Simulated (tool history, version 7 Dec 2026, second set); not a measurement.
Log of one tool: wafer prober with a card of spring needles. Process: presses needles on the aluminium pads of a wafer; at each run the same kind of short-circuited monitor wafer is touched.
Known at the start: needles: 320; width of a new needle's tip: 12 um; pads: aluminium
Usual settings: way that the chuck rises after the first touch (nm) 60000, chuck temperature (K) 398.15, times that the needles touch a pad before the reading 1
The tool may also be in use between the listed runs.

run    hour  way that the chuck rises after the first touch (nm)  chuck temperature (K)  times that the needles touch a pad before the reading  resistance of one needle with its contact and lead (mohm)  way that a needle slides on the pad (nm)
  1       0                                                60000                 398.15                                                      1                                                        220                                      9930
        6.6  -- tips cleaned on abrasive film
       22.9  -- tips cleaned on abrasive film
       39.2  -- tips cleaned on abrasive film
  2    51.7                                                60000                 398.15                                                      1                                                        245                                      9990
       55.1  -- tips cleaned on abrasive film
       68.2  -- tips cleaned on abrasive film
       84.5  -- tips cleaned on abrasive film
  3    95.4                                                60000                 398.15                                                      1                                                        236                                      9780
       98.7  -- tips cleaned on abrasive film
        115  -- tips cleaned on abrasive film
      131.3  -- tips cleaned on abrasive film
      147.6  -- tips cleaned on abrasive film
        164  -- tips cleaned on abrasive film
      180.3  -- tips cleaned on abrasive film
  4   185.6                                                60000                 398.15                                                      2                                                        178                                      9700
      195.4  -- tips cleaned on abrasive film
      211.7  -- tips cleaned on abrasive film
        228  -- tips cleaned on abrasive film
      241.1  -- tips cleaned on abrasive film
      255.5  -- tips cleaned on abrasive film
  5   255.5                                                60000                 398.15                                                      2                                                        142                                      9680
      271.8  -- tips cleaned on abrasive film
      288.1  -- tips cleaned on abrasive film
      304.4  -- tips cleaned on abrasive film
  6   312.3                                                60000                 340.15                                                      1                                                        218                                      9850
      318.9  -- tips cleaned on abrasive film
      335.2  -- tips cleaned on abrasive film
      351.5  -- tips cleaned on abrasive film
      361.5  -- height of the first contact set anew
      368.1  -- tips cleaned on abrasive film
  7   379.2                                                46000                 398.15                                                      1                                                        295                                      7710
      382.6  -- tips cleaned on abrasive film
      398.9  -- tips cleaned on abrasive film
      411.9  -- tips cleaned on abrasive film
      428.3  -- tips cleaned on abrasive film
      444.6  -- tips cleaned on abrasive film
  8   449.3                                                60000                 398.15                                                      1                                                        200                                     10220
      459.2  -- tips cleaned on abrasive film
      475.5  -- tips cleaned on abrasive film
      488.6  -- tips cleaned on abrasive film
      504.9  -- tips cleaned on abrasive film
  9   512.7                                                60000                 398.15                                                      2                                                        185                                      9960
      519.3  -- tips cleaned on abrasive film
      535.6  -- tips cleaned on abrasive film
      551.1  -- tips cleaned on abrasive film
 10   551.1                                                60000                 398.15                                                      2                                                        145                                     10130
      564.2  -- tips cleaned on abrasive film
      580.5  -- tips cleaned on abrasive film
      596.8  -- tips cleaned on abrasive film
      613.1  -- tips cleaned on abrasive film
 11   620.2                                                60000                 398.15                                                      2                                                        192                                     10100
      626.8  -- tips cleaned on abrasive film
      643.1  -- tips cleaned on abrasive film
      659.5  -- tips cleaned on abrasive film
 12   669.6                                                60000                 398.15                                                      2                                                        202                                      9990
      672.9  -- tips cleaned on abrasive film
        686  -- tips cleaned on abrasive film
      702.3  -- tips cleaned on abrasive film
      718.6  -- tips cleaned on abrasive film
      734.9  -- tips cleaned on abrasive film
      751.3  -- tips cleaned on abrasive film
 13   754.7                                                60000                 398.15                                                      2                                                        168                                      9900
      764.6  -- tips cleaned on abrasive film
      780.9  -- tips cleaned on abrasive film
      797.2  -- tips cleaned on abrasive film
      810.3  -- tips cleaned on abrasive film
 14     814                                                54000                 381.15                                                      1                                                        214                                      8750
      823.8  -- tips cleaned on abrasive film
      840.1  -- tips cleaned on abrasive film
      856.4  -- tips cleaned on abrasive film
      870.8  -- tips cleaned on abrasive film
 15   870.8                                                60000                 398.15                                                      2                                                        148                                      9920
      887.1  -- tips cleaned on abrasive film
      903.4  -- tips cleaned on abrasive film
      916.5  -- tips cleaned on abrasive film
      932.8  -- tips cleaned on abrasive film
      949.1  -- tips cleaned on abrasive film
 16   949.6                                                61000                 326.15                                                      1                                                        149                                      9890
      962.7  -- tips cleaned on abrasive film
        979  -- tips cleaned on abrasive film
      993.4  -- tips cleaned on abrasive film
 17   993.4                                                61000                 335.15                                                      2                                                        142                                      9840
     1009.7  -- tips cleaned on abrasive film
       1026  -- tips cleaned on abrasive film
     1042.4  -- tips cleaned on abrasive film
     1058.7  -- tips cleaned on abrasive film
 18  1067.5                                                61000                 335.15                                                      2                                                        197                                      9820
     1074.1  -- tips cleaned on abrasive film
     1080.9  -- height of the first contact set anew
     1090.7  -- tips cleaned on abrasive film
       1107  -- tips cleaned on abrasive film
 19  1119.9                                                45000                 299.15                                                      1                                                        343                                      7680
     1123.2  -- tips cleaned on abrasive film
     1139.5  -- tips cleaned on abrasive film
     1155.8  -- tips cleaned on abrasive film
     1172.1  -- tips cleaned on abrasive film
     1188.5  -- tips cleaned on abrasive film
     1204.8  -- tips cleaned on abrasive film
 20  1209.1                                                43000                 320.15                                                      3                                                        173                                      7080
     1218.9  -- tips cleaned on abrasive film
       1232  -- tips cleaned on abrasive film
     1248.3  -- tips cleaned on abrasive film
     1264.6  -- tips cleaned on abrasive film
     1280.9  -- tips cleaned on abrasive film
 21  1284.6                                                60000                 398.15                                                      3                                                        162                                      9970
     1294.4  -- tips cleaned on abrasive film
     1310.7  -- tips cleaned on abrasive film
       1327  -- tips cleaned on abrasive film
 22  1332.2                                                41000                 398.15                                                      1                                                        279                                      6640
       1342  -- tips cleaned on abrasive film
     1355.1  -- tips cleaned on abrasive film
     1371.4  -- tips cleaned on abrasive film
 23  1384.2                                                79000                 309.15                                                      1                                                        204                                     13120
     1387.6  -- tips cleaned on abrasive film
     1403.9  -- tips cleaned on abrasive film
     1420.2  -- tips cleaned on abrasive film
 24  1429.9                                                79000                 309.15                                                      1                                                        199                                     13100
     1433.3  -- tips cleaned on abrasive film
     1446.4  -- tips cleaned on abrasive film
     1462.7  -- tips cleaned on abrasive film
       1479  -- tips cleaned on abrasive film
     1495.3  -- tips cleaned on abrasive film
 25    1498                                                78000                 398.15                                                      2                                                        154                                     13110

3 ways to go on from here, each from the tool as it stands after run 25. What would each give?
       1511  -- tips cleaned on abrasive film
     1527.3  -- tips cleaned on abrasive film
     1543.7  -- tips cleaned on abrasive film
     1559.1  -- tips cleaned on abrasive film
  A  1559.1                                                78000                 303.15                                                      3                                                          ?                                         ?
       1511  -- tips cleaned on abrasive film
     1527.3  -- tips cleaned on abrasive film
     1543.7  -- tips cleaned on abrasive film
     1559.1  -- tips cleaned on abrasive film
  B  1559.1                                                60000                 398.15                                                      1                                                          ?                                         ?
       1511  -- tips cleaned on abrasive film
     1527.3  -- tips cleaned on abrasive film
     1543.7  -- tips cleaned on abrasive film
     1559.1  -- tips cleaned on abrasive film
  C  1559.1                                                44000                 299.15                                                      1                                                          ?                                         ?

run  resistance of one needle with its contact and lead (mohm)  way that a needle slides on the pad (nm)
  A                                                        125                                     12900
  B                                                        149                                      9750
  C                                                        147                                      7110
Without the tool's hidden state the same runs would have given:
run  resistance of one needle with its contact and lead (mohm)  way that a needle slides on the pad (nm)
  A                                                        119                                     13250
  B                                                        134                                     10100
  C                                                        124                                      7460
